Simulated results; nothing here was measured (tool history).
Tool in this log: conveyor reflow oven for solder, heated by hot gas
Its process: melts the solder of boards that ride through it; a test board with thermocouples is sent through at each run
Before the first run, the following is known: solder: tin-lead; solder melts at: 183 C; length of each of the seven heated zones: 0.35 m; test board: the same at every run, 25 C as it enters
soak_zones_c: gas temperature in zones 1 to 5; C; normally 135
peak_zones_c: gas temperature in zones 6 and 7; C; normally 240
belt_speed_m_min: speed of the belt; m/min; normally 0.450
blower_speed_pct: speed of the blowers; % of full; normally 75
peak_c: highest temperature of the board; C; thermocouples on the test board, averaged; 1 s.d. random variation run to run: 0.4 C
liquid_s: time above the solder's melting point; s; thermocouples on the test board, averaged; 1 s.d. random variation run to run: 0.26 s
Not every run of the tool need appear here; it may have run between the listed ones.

run,hour,soak_zones_c,peak_zones_c,belt_speed_m_min,blower_speed_pct,peak_c,liquid_s
1,0.0,135,240,0.450,75,229.2,79.8
2,13.9,135,240,0.450,75,228.9,79.2
3,25.4,135,240,0.438,75,229.6,82.3
4,41.8,135,240,0.438,75,230.5,82.1
5,60.2,135,240,0.438,75,229.9,82.0
6,75.8,135,240,0.438,75,230.0,82.1
# hour 82.0: flux residue cleaned out of gas plates and filters
# hour 95.8: thermocouples of zones 6 and 7 changed
7,101.9,135,240,0.450,75,225.6,76.7
8,111.6,135,240,0.450,75,226.1,76.5
9,121.9,135,240,0.450,75,224.8,76.8
# hour 134.9: flux residue cleaned out of gas plates and filters, once more
10,135.6,135,240,0.450,75,229.2,79.2
11,151.6,135,252,0.450,75,239.3,86.1
12,167.9,135,241,0.384,51,231.0,95.1
13,182.3,135,241,0.384,51,229.7,95.2
14,197.7,121,230,0.531,54,208.3,44.9
15,213.1,124,230,0.410,75,220.2,77.6
16,229.6,126,250,0.417,75,239.3,89.1
17,245.8,126,242,0.434,85,231.7,81.6

3 options for the next run, each taken on its own from the tool as it stands now. Forecast them:
A,256.4,126,242,0.406,88,?,?
B,256.4,135,233,0.450,73,?,?
C,256.4,136,242,0.419,55,?,?

run,peak_c,liquid_s
A,233.4,89.0
B,221.7,74.4
C,229.3,86.2
Had the tool no hidden state, the same runs would have come out as:
run,peak_c,liquid_s
A,233.4,88.6
B,221.7,74.1
C,229.3,85.7
